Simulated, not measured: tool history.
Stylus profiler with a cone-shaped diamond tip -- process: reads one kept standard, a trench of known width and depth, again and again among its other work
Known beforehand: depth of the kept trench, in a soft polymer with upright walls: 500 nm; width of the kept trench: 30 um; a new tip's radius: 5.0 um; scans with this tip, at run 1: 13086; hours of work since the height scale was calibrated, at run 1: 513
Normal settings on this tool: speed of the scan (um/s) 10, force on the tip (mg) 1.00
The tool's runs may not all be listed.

run    hour  speed of the scan (um/s)  force on the tip (mg)  scans with this tip  hours of work since the height scale was calibrated  depth of the trench (angstrom)  width of the trench's floor (µm)
  1     0.0                        10                   1.00                13086                                                  513                          5048.8                             23.41
  2    73.5                        10                   1.00                13357                                                  567                          5048.3                             23.39
  3   156.6                        10                   1.00                13665                                                  628                          5049.0                             23.31
  4   229.9                        10                   0.75                13936                                                  681                          5044.6                             23.28
  5   303.6                        10                   0.75                14209                                                  735                          5045.4                             23.25
  6   413.9                        10                   0.75                14617                                                  816                          5046.4                             23.22
  7   499.5                        10                   0.75                14933                                                  879                          5048.4                             23.15
  8   555.7                        10                   0.85                15141                                                  920                          5050.1                             23.13
  9   645.2                        32                   1.00                15472                                                  985                          5054.8                             22.91
      666.7  -- height scale calibrated on a step standard
 10   702.6                        32                   1.00                15683                                                   26                          5043.1                             22.88
 11   806.5                        32                   1.00                16067                                                  102                          5042.9                             22.85
 12   887.3                        32                   1.00                16366                                                  162                          5045.5                             22.82
 13   974.6                        10                   1.46                16689                                                  225                          5058.0                             22.93
 14  1055.4                        10                   1.46                16987                                                  285                          5058.0                             22.93
 15  1126.9                        10                   1.46                17252                                                  337                          5060.6                             22.92
 16  1199.0                         3                   1.00                17518                                                  390                          5051.6                             22.87
 17  1310.8                        24                   1.00                17932                                                  472                          5047.3                             22.71
 18  1389.3                        10                   1.00                18222                                                  529                          5052.5                             22.73
 19  1466.7                        10                   1.00                18509                                                  586                          5049.7                             22.72
 20  1542.0                        10                   1.00                18787                                                  641                          5050.8                             22.67
 21  1636.2                        10                   1.00                19135                                                  710                          5053.9                             22.65
 22  1718.7                        10                   1.00                19441                                                  770                          5055.3                             22.63
 23  1782.4                        10                   1.00                19676                                                  817                          5054.9                             22.60
     1807.2  -- new tip fitted, height scale calibrated
 24  1888.2                        32                   1.88                  299                                                   59                          5065.0                             25.40
 25  1987.6                         4                   1.00                  667                                                  132                          5042.2                             25.42
 26  2065.4                         4                   1.00                  955                                                  189                          5046.4                             25.36
 27  2151.1                         4                   2.33                 1272                                                  252                          5076.3                             25.36
 28  2223.9                         4                   2.33                 1541                                                  305                          5079.7                             25.33
 29  2331.9                         7                   1.10                 1940                                                  384                          5049.0                             25.20
 30  2408.3                        27                   1.00                 2223                                                  440                          5048.2                             25.03
 31  2497.2                         4                   1.83                 2552                                                  505                          5071.3                             25.12
 32  2608.1                         3                   0.95                 2962                                                  586                          5049.8                             25.08
 33  2665.1                        30                   1.65                 3173                                                  628                          5067.6                             24.87
 34  2751.6                        30                   1.65                 3493                                                  691                          5067.3                             24.79
 35  2837.9                        10                   0.59                 3812                                                  755                          5042.1                             24.82
 36  2928.2                         5                   1.06                 4146                                                  821                          5054.0                             24.82
 37  3037.0                        18                   0.96                 4548                                                  900                          5054.5                             24.61
 38  3084.6                         7                   0.39                 4724                                                  935                          5034.2                             24.75
 39  3172.8                         7                   0.39                 5051                                                 1000                          5037.9                             24.64
     3181.8  -- height scale calibrated on a step standard
 40  3258.2                        10                   1.18                 5365                                                   56                          5046.6                             24.61
 41  3332.6                        27                   1.67                 5640                                                  110                          5058.0                             24.45
 42  3428.0                        27                   1.67                 5993                                                  180                          5059.2                             24.44
 43  3526.0                        27                   1.67                 6355                                                  252                          5060.4                             24.38
 44  3613.3                        27                   1.67                 6678                                                  316                          5063.4                             24.33
 45  3681.4                        24                   0.45                 6930                                                  366                          5026.7                             24.18

Alternative continuations, all from the tool just after run 45; predict every row:
  A  3759.0                        32                   0.45                 7217                                                  423                               ?                                 ?
  B  3759.0                        25                   1.00                 7217                                                  423                               ?                                 ?
  C  3759.0                         5                   1.00                 7217                                                  423                               ?                                 ?
  D  3759.0                         6                   0.55                 7217                                                  423                               ?                                 ?
  E  3759.0                         3                   1.82                 7217                                                  423                               ?                                 ?

run  depth of the trench (angstrom)  width of the trench's floor (µm)
  A                          5032.7                             24.06
  B                          5048.5                             24.16
  C                          5045.4                             24.35
  D                          5035.9                             24.34
  E                          5070.1                             24.35
Had the tool no hidden state, the same runs would have come out as:
run  depth of the trench (angstrom)  width of the trench's floor (µm)
  A                          5027.9                             25.30
  B                          5043.7                             25.41
  C                          5040.6                             25.59
  D                          5031.1                             25.59
  E                          5065.3                             25.59
